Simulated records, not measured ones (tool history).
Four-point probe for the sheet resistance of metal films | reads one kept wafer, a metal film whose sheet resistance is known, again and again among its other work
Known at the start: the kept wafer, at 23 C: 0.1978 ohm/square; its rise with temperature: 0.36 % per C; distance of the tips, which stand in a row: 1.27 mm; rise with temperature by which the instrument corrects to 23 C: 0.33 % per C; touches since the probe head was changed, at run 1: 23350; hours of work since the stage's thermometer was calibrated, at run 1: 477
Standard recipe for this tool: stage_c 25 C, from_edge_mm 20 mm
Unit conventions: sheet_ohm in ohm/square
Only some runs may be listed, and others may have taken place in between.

run	hour	stage_c	from_edge_mm	touches since the probe head was changed	hours of work since the stage's thermometer was calibrated	sheet_ohm
1	0	25	20	23350	477	0.196162
2	56.1	25	20	24075	509	0.196071
3	116.7	25	20	24858	543	0.196152
4	155	25	20	25352	565	0.196185
5	192.9	19	20	25842	587	0.195796
6	262.5	25	20	26741	626	0.196121
# hour 266.1: stage's thermometer calibrated
7	302.5	25	20	27252	21	0.196211
8	341.2	25	20	27752	43	0.196194
9	398.1	25	20	28486	75	0.196228
10	437.4	25	20	28995	98	0.196265
11	471	25	20	29429	117	0.196169

What does the tool deliver on the next run?
12	505.4	27	12	29874	137	?

{"run 12": {"sheet_ohm": 0.197082}}
On a tool with no hidden condition, and with the same random variation, this run would have come out at sheet_ohm 0.199251 ohm/square.
